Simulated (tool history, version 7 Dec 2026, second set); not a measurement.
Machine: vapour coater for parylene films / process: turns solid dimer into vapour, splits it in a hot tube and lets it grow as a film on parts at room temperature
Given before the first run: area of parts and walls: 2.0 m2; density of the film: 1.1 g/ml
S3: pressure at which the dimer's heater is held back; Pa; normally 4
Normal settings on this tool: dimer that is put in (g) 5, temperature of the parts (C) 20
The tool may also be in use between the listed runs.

Run 1, hour 0: usual settings. Result: thickness of the film (nm) 1410.
Run 2, hour 23.7: usual settings but S3 2.25 Pa. Result: thickness of the film (nm) 1480.
Run 3, hour 51.4: usual settings but S3 7.01 Pa. Result: thickness of the film (nm) 1280.
Run 4, hour 81.8: usual settings but S3 6.36 Pa. Result: thickness of the film (nm) 1220.
Run 5, hour 104.4: usual settings but S3 6.36 Pa. Result: thickness of the film (nm) 1280.
Run 6, hour 127: usual settings but S3 6.36 Pa. Result: thickness of the film (nm) 1250.
Run 7, hour 158.4: usual settings but S3 2.12 Pa. Result: thickness of the film (nm) 1400.
Run 8, hour 188.7: usual settings. Result: thickness of the film (nm) 1310.
At hour 206.7: trap's valve overhauled.
Run 9, hour 229.6: usual settings but temperature of the parts (C) 14. Result: thickness of the film (nm) 1530.
Run 10, hour 254.4: usual settings but temperature of the parts (C) 14. Result: thickness of the film (nm) 1550.
Run 11, hour 290.4: usual settings but temperature of the parts (C) 14. Result: thickness of the film (nm) 1560.
Run 12, hour 322.7: usual settings but temperature of the parts (C) 14. Result: thickness of the film (nm) 1510.
Run 13, hour 353.6: usual settings but temperature of the parts (C) 14. Result: thickness of the film (nm) 1510.
Run 14, hour 380.3: usual settings but temperature of the parts (C) 14. Result: thickness of the film (nm) 1520.
At hour 385: table's thermometer calibrated.
Run 15, hour 417.3: usual settings but temperature of the parts (C) 14. Result: thickness of the film (nm) 1460.
Run 16, hour 438.6: usual settings but temperature of the parts (C) 14. Result: thickness of the film (nm) 1440.
Run 17, hour 476: usual settings but temperature of the parts (C) 14. Result: thickness of the film (nm) 1410.
Run 18, hour 504.2: usual settings but temperature of the parts (C) 14. Result: thickness of the film (nm) 1450.
At hour 524: table's thermometer calibrated, once more.
At hour 543.6: trap's valve overhauled.
Run 19, hour 548.5: usual settings but temperature of the parts (C) 14. Result: thickness of the film (nm) 1580.
Run 20, hour 585.8: usual settings. Result: thickness of the film (nm) 1400.
Run 21, hour 612.5: usual settings. Result: thickness of the film (nm) 1400.
Run 22, hour 635.4: usual settings but dimer that is put in (g) 3, temperature of the parts (C) 17, S3 9.53 Pa. Result: thickness of the film (nm) 780.
Run 23, hour 671.1: usual settings but dimer that is put in (g) 3, temperature of the parts (C) 17, S3 9.53 Pa. Result: thickness of the film (nm) 740.
Run 24, hour 701.7: usual settings but dimer that is put in (g) 3, temperature of the parts (C) 17, S3 9.53 Pa. Result: thickness of the film (nm) 780.
Run 25, hour 725.8: usual settings but dimer that is put in (g) 4, temperature of the parts (C) 17, S3 6.68 Pa. Result: thickness of the film (nm) 1030.
Run 26, hour 761.9: usual settings but dimer that is put in (g) 4, S3 11.08 Pa. Result: thickness of the film (nm) 950.
Run 27, hour 801.1: usual settings but dimer that is put in (g) 2, temperature of the parts (C) 16. Result: thickness of the film (nm) 580.
Run 28, hour 836.4: usual settings but temperature of the parts (C) 19. Result: thickness of the film (nm) 1320.
Run 29, hour 866.8: usual settings but dimer that is put in (g) 7, temperature of the parts (C) 22, S3 4.54 Pa. Result: thickness of the film (nm) 1730.
At hour 879.9: trap's valve overhauled.
Run 30, hour 905.2: usual settings but dimer that is put in (g) 7, temperature of the parts (C) 22, S3 4.54 Pa. Result: thickness of the film (nm) 1890.
Run 31, hour 929.3: usual settings but dimer that is put in (g) 3, temperature of the parts (C) 29. Result: thickness of the film (nm) 720.
Run 32, hour 949: usual settings but dimer that is put in (g) 3, temperature of the parts (C) 29. Result: thickness of the film (nm) 760.
Run 33, hour 988.6: usual settings but dimer that is put in (g) 3, temperature of the parts (C) 29. Result: thickness of the film (nm) 760.
Run 34, hour 1020.9: usual settings but temperature of the parts (C) 22, S3 5.76 Pa. Result: thickness of the film (nm) 1300.
Run 35, hour 1043.5: usual settings but dimer that is put in (g) 4, temperature of the parts (C) 13, S3 10.65 Pa. Result: thickness of the film (nm) 1050.
Run 36, hour 1059.9: usual settings but dimer that is put in (g) 4, temperature of the parts (C) 13, S3 4.33 Pa. Result: thickness of the film (nm) 1170.
Run 37, hour 1097.9: usual settings but temperature of the parts (C) 15, S3 3.15 Pa. Result: thickness of the film (nm) 1480.
Run 38, hour 1133.8: usual settings but dimer that is put in (g) 2. Result: thickness of the film (nm) 510.
Run 39, hour 1151.3: usual settings but dimer that is put in (g) 2, temperature of the parts (C) 26, S3 4.68 Pa. Result: thickness of the film (nm) 510.

What would each run have given without the hidden state, its run-to-run variation left as it was?
Unlogged tool condition in this case: vapour lost through the trap's worn valve, %; true temperature of the parts over the reading, C; drift of the gauge itself on film_um, %.
run  thickness of the film (nm)
  1                        1480
  2                        1570
  3                        1360
  4                        1320
  5                        1390
  6                        1370
  7                        1550
  8                        1470
  9                        1540
 10                        1560
 11                        1590
 12                        1570
 13                        1580
 14                        1600
 15                        1560
 16                        1550
 17                        1550
 18                        1600
 19                        1590
 20                        1420
 21                        1430
 22                         810
 23                         780
 24                         830
 25                        1100
 26                        1030
 27                         630
 28                        1470
 29                        1950
 30                        1910
 31                         730
 32                         780
 33                         790
 34                        1360
 35                        1110
 36                        1250
 37                        1600
 38                         560
 39                         550
